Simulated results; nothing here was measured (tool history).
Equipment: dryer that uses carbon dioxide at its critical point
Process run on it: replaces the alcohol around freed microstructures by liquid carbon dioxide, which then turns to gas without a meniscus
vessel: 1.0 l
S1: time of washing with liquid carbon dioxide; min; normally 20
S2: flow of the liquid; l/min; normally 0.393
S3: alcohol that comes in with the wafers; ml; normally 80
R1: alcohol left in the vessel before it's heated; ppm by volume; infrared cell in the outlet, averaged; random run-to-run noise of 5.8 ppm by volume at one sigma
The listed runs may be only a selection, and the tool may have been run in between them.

run     day  S1     S2  S3   R1
  1       0  20  0.393  80  507
  2   0.996  20  0.393  80  500
      1.412  -- inlet filter changed
  3   2.154  20  0.393  80  351
  4   3.883  20  0.413  80  305
  5   5.754  20  0.393  24  232
  6   7.862  20  0.393  24  239
  7   9.875  15  0.393  24  489
  8  11.338  22    0.4  33  224
     11.633  -- purifier's bed changed
  9  12.483  22    0.4  33   54
 10  14.625  26  0.635  45    9
 11  16.446  26  0.635  45   18

Branching from run 11: 3 alternative next runs. What would each branch give?
  A  18.15  14  0.393  80   ?
  B  18.15  21  0.393  33   ?
  C  18.15  30  0.393  80   ?

run    R1
  A  1629
  B   112
  C    38
Take away the tool's hidden state, keep each run's random variation, and the runs would have read:
run    R1
  A  1207
  B    63
  C    14

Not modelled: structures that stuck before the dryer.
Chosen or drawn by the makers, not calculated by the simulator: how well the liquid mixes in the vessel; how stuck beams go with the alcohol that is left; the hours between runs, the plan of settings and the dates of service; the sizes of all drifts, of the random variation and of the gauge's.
